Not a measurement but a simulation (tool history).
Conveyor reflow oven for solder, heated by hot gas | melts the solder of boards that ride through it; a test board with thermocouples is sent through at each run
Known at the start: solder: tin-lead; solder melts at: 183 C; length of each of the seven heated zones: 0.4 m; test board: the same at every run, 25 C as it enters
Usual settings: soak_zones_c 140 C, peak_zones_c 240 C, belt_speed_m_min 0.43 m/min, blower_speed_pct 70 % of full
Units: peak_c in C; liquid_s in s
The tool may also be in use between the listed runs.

Run 1, day 0: usual settings. Result: peak_c 228.5 C, liquid_s 96.5 s.
Run 2, day 1.9: usual settings. Result: peak_c 228.4 C, liquid_s 97 s.
Run 3, day 3.925: usual settings but blower_speed_pct 62 % of full. Result: peak_c 227 C, liquid_s 94.9 s.
Run 4, day 6.012: usual settings. Result: peak_c 228.8 C, liquid_s 96.9 s.
Run 5, day 8.05: usual settings but peak_zones_c 232 C. Result: peak_c 221 C, liquid_s 90.5 s.
Run 6, day 9.267: usual settings but peak_zones_c 232 C. Result: peak_c 221.2 C, liquid_s 90.8 s.
Run 7, day 12.029: usual settings but peak_zones_c 232 C. Result: peak_c 221.1 C, liquid_s 90.5 s.
Run 8, day 13.896: usual settings but peak_zones_c 232 C, blower_speed_pct 71 % of full. Result: peak_c 221.2 C, liquid_s 90.9 s.
Run 9, day 15.833: usual settings. Result: peak_c 228.4 C, liquid_s 96.8 s.
Run 10, day 18.129: usual settings. Result: peak_c 228.4 C, liquid_s 96.7 s.
Run 11, day 19.421: usual settings. Result: peak_c 228.6 C, liquid_s 96.6 s.
Run 12, day 21.588: usual settings. Result: peak_c 228.7 C, liquid_s 96.4 s.
Run 13, day 23.888: usual settings. Result: peak_c 228.5 C, liquid_s 96.5 s.
Run 14, day 25.592: usual settings. Result: peak_c 228.6 C, liquid_s 96.9 s.
At day 26.217: flux residue cleaned out of gas plates and filters.
At day 26.3: thermocouples of zones 6 and 7 changed.
Run 15, day 27.188: usual settings but soak_zones_c 126 C. Result: peak_c 226.7 C, liquid_s 89.3 s.
Run 16, day 28.692: usual settings but soak_zones_c 152 C, belt_speed_m_min 0.363 m/min. Result: peak_c 233.6 C, liquid_s 125.6 s.
Run 17, day 31.142: usual settings but soak_zones_c 144 C, peak_zones_c 247 C, belt_speed_m_min 0.406 m/min, blower_speed_pct 73 % of full. Result: peak_c 237.7 C, liquid_s 110.9 s.
Run 18, day 33.192: usual settings but soak_zones_c 150 C, peak_zones_c 243 C, belt_speed_m_min 0.406 m/min, blower_speed_pct 73 % of full. Result: peak_c 234.3 C, liquid_s 112.3 s.
Run 19, day 34.542: usual settings but soak_zones_c 147 C. Result: peak_c 229.7 C, liquid_s 100.8 s.
Run 20, day 35.75: usual settings but peak_zones_c 236 C, blower_speed_pct 61 % of full. Result: peak_c 222.9 C, liquid_s 91.8 s.
Run 21, day 37.358: usual settings but soak_zones_c 153 C, peak_zones_c 239 C, belt_speed_m_min 0.392 m/min. Result: peak_c 231 C, liquid_s 115.6 s.
Run 22, day 39.188: usual settings but soak_zones_c 150 C, peak_zones_c 247 C, belt_speed_m_min 0.396 m/min. Result: peak_c 238.2 C, liquid_s 117 s.
Run 23, day 41.042: usual settings but soak_zones_c 131 C, peak_zones_c 237 C, blower_speed_pct 61 % of full. Result: peak_c 222.7 C, liquid_s 87.2 s.
Run 24, day 43.183: usual settings but soak_zones_c 131 C, peak_zones_c 252 C, belt_speed_m_min 0.468 m/min, blower_speed_pct 61 % of full. Result: peak_c 233.7 C, liquid_s 88.5 s.
Run 25, day 44.779: usual settings but soak_zones_c 134 C. Result: peak_c 228.1 C, liquid_s 93.3 s.
Run 26, day 46.45: usual settings but peak_zones_c 232 C, belt_speed_m_min 0.42 m/min, blower_speed_pct 66 % of full. Result: peak_c 220.7 C, liquid_s 92.7 s.
Run 27, day 48.783: usual settings but soak_zones_c 131 C, peak_zones_c 229 C, belt_speed_m_min 0.4 m/min, blower_speed_pct 52 % of full. Result: peak_c 215.3 C, liquid_s 85.9 s.
Run 28, day 50.929: usual settings but soak_zones_c 131 C, peak_zones_c 229 C, belt_speed_m_min 0.368 m/min, blower_speed_pct 84 % of full. Result: peak_c 222.7 C, liquid_s 105.2 s.
Run 29, day 53.612: usual settings but soak_zones_c 145 C, peak_zones_c 236 C. Result: peak_c 225.2 C, liquid_s 96.6 s.
Run 30, day 56.171: usual settings but soak_zones_c 145 C, peak_zones_c 242 C, blower_speed_pct 61 % of full. Result: peak_c 229.1 C, liquid_s 99.3 s.

Forecast each of these 4 alternatives for the next run:
Run A, day 58.333: usual settings but soak_zones_c 145 C, peak_zones_c 229 C, blower_speed_pct 88 % of full. Result: peak_c ?, liquid_s ?.
Run B, day 58.333: usual settings but soak_zones_c 144 C, peak_zones_c 228 C, blower_speed_pct 61 % of full. Result: peak_c ?, liquid_s ?.
Run C, day 58.333: usual settings but soak_zones_c 151 C, peak_zones_c 242 C, blower_speed_pct 61 % of full. Result: peak_c ?, liquid_s ?.
Run D, day 58.333: usual settings but soak_zones_c 137 C, peak_zones_c 239 C, belt_speed_m_min 0.342 m/min, blower_speed_pct 61 % of full. Result: peak_c ?, liquid_s ?.

run  peak_c  liquid_s
  A   221.4      93.5
  B   216.6      87.9
  C   230.2     103.5
  D     231     123.4
Without the tool's hidden state the same runs would have given:
run  peak_c  liquid_s
  A   221.5      93.6
  B   216.7        88
  C   230.4     103.5
  D   231.1     123.4

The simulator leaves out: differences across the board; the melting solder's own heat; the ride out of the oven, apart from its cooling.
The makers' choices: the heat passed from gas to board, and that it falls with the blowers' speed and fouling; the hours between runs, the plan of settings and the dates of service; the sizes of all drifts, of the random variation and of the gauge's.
